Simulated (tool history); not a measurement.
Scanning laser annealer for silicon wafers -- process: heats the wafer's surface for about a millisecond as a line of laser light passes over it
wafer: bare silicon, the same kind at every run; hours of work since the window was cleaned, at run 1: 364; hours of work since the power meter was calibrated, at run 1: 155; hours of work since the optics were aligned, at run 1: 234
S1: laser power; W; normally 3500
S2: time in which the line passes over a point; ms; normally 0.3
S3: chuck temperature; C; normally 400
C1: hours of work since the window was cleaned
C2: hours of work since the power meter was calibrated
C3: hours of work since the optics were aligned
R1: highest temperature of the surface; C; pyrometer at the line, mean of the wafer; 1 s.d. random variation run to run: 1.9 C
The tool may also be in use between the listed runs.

run,hour,S1,S2,S3,C1,C2,C3,R1
1,0,3500,0.3,400,364,155,234,1083
2,5,3500,0.3,393,366,158,237,1078
3,15.6,3500,0.3,363,372,163,242,1043
4,26.3,3500,0.3,363,378,169,248,1045
5,32.5,3500,0.3,363,381,173,251,1047
6,43,3500,0.3,363,387,178,257,1047
7,54.4,3500,0.33,400,393,184,263,1110
8,63.4,3600,0.3,400,398,189,268,1102
9,68.8,3600,0.3,400,401,192,271,1105
# hour 71.6: window over the wafer cleaned
10,77.5,3600,0.3,400,3,196,275,1081
11,83.4,3835,0.3,400,6,199,278,1138
12,91.2,3803,0.3,400,11,203,282,1129
13,101,3803,0.3,392,16,209,288,1121
14,110.9,3803,0.314,392,21,214,293,1133
15,121.4,3803,0.314,392,27,220,299,1134
# hour 130.6: window over the wafer cleaned, once more
16,135.1,3165,0.314,392,2,226,305,1039
17,141.5,3165,0.314,392,6,230,308,1040
18,151.8,3391,0.283,400,12,235,314,1071
19,162.5,3500,0.24,400,17,241,320,1049
20,167.6,3461,0.282,400,20,244,323,1083
21,173.2,3160,0.3,400,23,247,326,1034
22,180.8,3610,0.228,413,27,251,330,1066
23,186,3610,0.228,413,30,254,332,1066
24,191,3359,0.312,376,33,256,335,1067
25,202.8,3022,0.312,395,39,263,342,1002
26,210.5,3500,0.291,400,43,267,346,1102
27,220.3,3203,0.3,400,49,272,351,1039
28,226.7,3602,0.291,362,52,276,355,1088

Below are 5 alternative next runs, each starting from the tool's condition after run 28. Predict each:
A,234.3,3303,0.335,400,56,280,359,?
B,234.3,3159,0.214,386,56,280,359,?
C,234.3,3579,0.293,367,56,280,359,?
D,234.3,3276,0.244,415,56,280,359,?
E,234.3,3602,0.291,377,56,280,359,?

run,R1
A,1097
B,924
C,1090
D,1011
E,1103
With no hidden state in the tool, these same runs would have given:
run,R1
A,1115
B,939
C,1109
D,1026
E,1122
